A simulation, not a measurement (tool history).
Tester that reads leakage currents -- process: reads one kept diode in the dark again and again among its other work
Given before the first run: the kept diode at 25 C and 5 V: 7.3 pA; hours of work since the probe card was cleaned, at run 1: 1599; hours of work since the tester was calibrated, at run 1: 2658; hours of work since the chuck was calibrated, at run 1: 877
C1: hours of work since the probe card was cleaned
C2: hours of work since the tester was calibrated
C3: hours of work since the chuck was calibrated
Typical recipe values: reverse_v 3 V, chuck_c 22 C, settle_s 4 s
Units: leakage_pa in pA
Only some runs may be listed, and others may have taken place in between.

{"run": 1, "hour": 0.0, "reverse_v": 3, "chuck_c": 22, "settle_s": 4, "C1": 1599, "C2": 2658, "C3": 877, "leakage_pa": 11.19}
{"run": 2, "hour": 43.6, "reverse_v": 3, "chuck_c": 22, "settle_s": 4, "C1": 1631, "C2": 2690, "C3": 909, "leakage_pa": 11.24}
{"hour": 56.7, "done": "probe card cleaned and baked"}
{"run": 3, "hour": 104.0, "reverse_v": 3, "chuck_c": 22, "settle_s": 0.82, "C1": 35, "C2": 2733, "C3": 952, "leakage_pa": 5.62}
{"run": 4, "hour": 186.9, "reverse_v": 3, "chuck_c": 22, "settle_s": 0.82, "C1": 96, "C2": 2794, "C3": 1013, "leakage_pa": 5.9}
{"run": 5, "hour": 254.4, "reverse_v": 3, "chuck_c": 22, "settle_s": 0.82, "C1": 146, "C2": 2844, "C3": 1063, "leakage_pa": 5.99}
{"run": 6, "hour": 304.1, "reverse_v": 3, "chuck_c": 22, "settle_s": 0.82, "C1": 183, "C2": 2881, "C3": 1100, "leakage_pa": 6.2}
{"run": 7, "hour": 344.5, "reverse_v": 3, "chuck_c": 25, "settle_s": 4, "C1": 213, "C2": 2911, "C3": 1129, "leakage_pa": 6.79}
{"run": 8, "hour": 388.9, "reverse_v": 3, "chuck_c": 25, "settle_s": 4, "C1": 246, "C2": 2943, "C3": 1162, "leakage_pa": 6.95}
{"run": 9, "hour": 463.8, "reverse_v": 3, "chuck_c": 22, "settle_s": 4, "C1": 301, "C2": 2999, "C3": 1218, "leakage_pa": 5.85}
{"run": 10, "hour": 512.8, "reverse_v": 3, "chuck_c": 22, "settle_s": 0.42, "C1": 337, "C2": 3035, "C3": 1254, "leakage_pa": 7.69}
{"run": 11, "hour": 565.3, "reverse_v": 3, "chuck_c": 52, "settle_s": 4, "C1": 376, "C2": 3074, "C3": 1293, "leakage_pa": 47.77}
{"run": 12, "hour": 604.2, "reverse_v": 3, "chuck_c": 23, "settle_s": 4, "C1": 405, "C2": 3103, "C3": 1321, "leakage_pa": 6.57}
{"run": 13, "hour": 666.2, "reverse_v": 3, "chuck_c": 23, "settle_s": 4, "C1": 451, "C2": 3148, "C3": 1367, "leakage_pa": 6.77}
{"hour": 696.4, "done": "chuck's temperature calibrated"}
{"run": 14, "hour": 757.3, "reverse_v": 3, "chuck_c": 23, "settle_s": 4, "C1": 516, "C2": 3214, "C3": 45, "leakage_pa": 7.52}
{"run": 15, "hour": 826.2, "reverse_v": 3, "chuck_c": 22, "settle_s": 4, "C1": 567, "C2": 3265, "C3": 96, "leakage_pa": 7.25}
{"run": 16, "hour": 898.0, "reverse_v": 3, "chuck_c": 22, "settle_s": 4, "C1": 620, "C2": 3318, "C3": 149, "leakage_pa": 7.52}
{"run": 17, "hour": 985.3, "reverse_v": 3, "chuck_c": 22, "settle_s": 4, "C1": 685, "C2": 3383, "C3": 214, "leakage_pa": 7.73}
{"run": 18, "hour": 1029.8, "reverse_v": 4.98, "chuck_c": 28, "settle_s": 1.14, "C1": 718, "C2": 3416, "C3": 246, "leakage_pa": 15.12}
{"run": 19, "hour": 1120.2, "reverse_v": 7.1, "chuck_c": 29, "settle_s": 4, "C1": 785, "C2": 3483, "C3": 313, "leakage_pa": 19.04}
{"run": 20, "hour": 1192.0, "reverse_v": 7.1, "chuck_c": 29, "settle_s": 4, "C1": 838, "C2": 3536, "C3": 366, "leakage_pa": 19.4}
{"run": 21, "hour": 1276.4, "reverse_v": 15.22, "chuck_c": 22, "settle_s": 1.24, "C1": 900, "C2": 3598, "C3": 429, "leakage_pa": 29.92}
{"run": 22, "hour": 1356.4, "reverse_v": 15.22, "chuck_c": 45, "settle_s": 4.45, "C1": 959, "C2": 3657, "C3": 488, "leakage_pa": 67.94}
{"run": 23, "hour": 1439.3, "reverse_v": 1.61, "chuck_c": 38, "settle_s": 0.83, "C1": 1021, "C2": 3718, "C3": 549, "leakage_pa": 16.53}
{"run": 24, "hour": 1485.8, "reverse_v": 7.45, "chuck_c": 32, "settle_s": 0.83, "C1": 1055, "C2": 3753, "C3": 584, "leakage_pa": 27.08}
{"run": 25, "hour": 1554.6, "reverse_v": 1.34, "chuck_c": 21, "settle_s": 4, "C1": 1106, "C2": 3804, "C3": 634, "leakage_pa": 5.38}
{"run": 26, "hour": 1614.3, "reverse_v": 2.36, "chuck_c": 21, "settle_s": 1.67, "C1": 1150, "C2": 3848, "C3": 679, "leakage_pa": 7.92}
{"run": 27, "hour": 1662.4, "reverse_v": 5.69, "chuck_c": 45, "settle_s": 0.4, "C1": 1186, "C2": 3883, "C3": 714, "leakage_pa": 47.29}
{"run": 28, "hour": 1705.7, "reverse_v": 1.55, "chuck_c": 28, "settle_s": 0.45, "C1": 1218, "C2": 3915, "C3": 746, "leakage_pa": 9.55}
{"run": 29, "hour": 1774.4, "reverse_v": 5.16, "chuck_c": 43, "settle_s": 4, "C1": 1268, "C2": 3966, "C3": 797, "leakage_pa": 37.88}
{"hour": 1782.0, "done": "tester calibrated"}
{"run": 30, "hour": 1823.9, "reverse_v": 1.19, "chuck_c": 43, "settle_s": 0.67, "C1": 1304, "C2": 31, "C3": 832, "leakage_pa": 21.06}
{"run": 31, "hour": 1901.7, "reverse_v": 4.66, "chuck_c": 44, "settle_s": 5.76, "C1": 1361, "C2": 89, "C3": 890, "leakage_pa": 39.2}

Consider 3 possible next runs. They are alternatives, not a sequence: every one starts from the tool as it was left by run 31. What does each give?
{"run": "A", "hour": 1980.2, "reverse_v": 3, "chuck_c": 35, "settle_s": 0.46, "C1": 1419, "C2": 147, "C3": 948, "leakage_pa": "?"}
{"run": "B", "hour": 1980.2, "reverse_v": 1.37, "chuck_c": 40, "settle_s": 5.76, "C1": 1419, "C2": 147, "C3": 948, "leakage_pa": "?"}
{"run": "C", "hour": 1980.2, "reverse_v": 4.66, "chuck_c": 34, "settle_s": 5.76, "C1": 1419, "C2": 147, "C3": 948, "leakage_pa": "?"}

run=A leakage_pa=20.81
run=B leakage_pa=17.92
run=C leakage_pa=23.26
Without the tool's hidden state the same runs would have given:
run=A leakage_pa=15.99
run=B leakage_pa=16.51
run=C leakage_pa=15.23

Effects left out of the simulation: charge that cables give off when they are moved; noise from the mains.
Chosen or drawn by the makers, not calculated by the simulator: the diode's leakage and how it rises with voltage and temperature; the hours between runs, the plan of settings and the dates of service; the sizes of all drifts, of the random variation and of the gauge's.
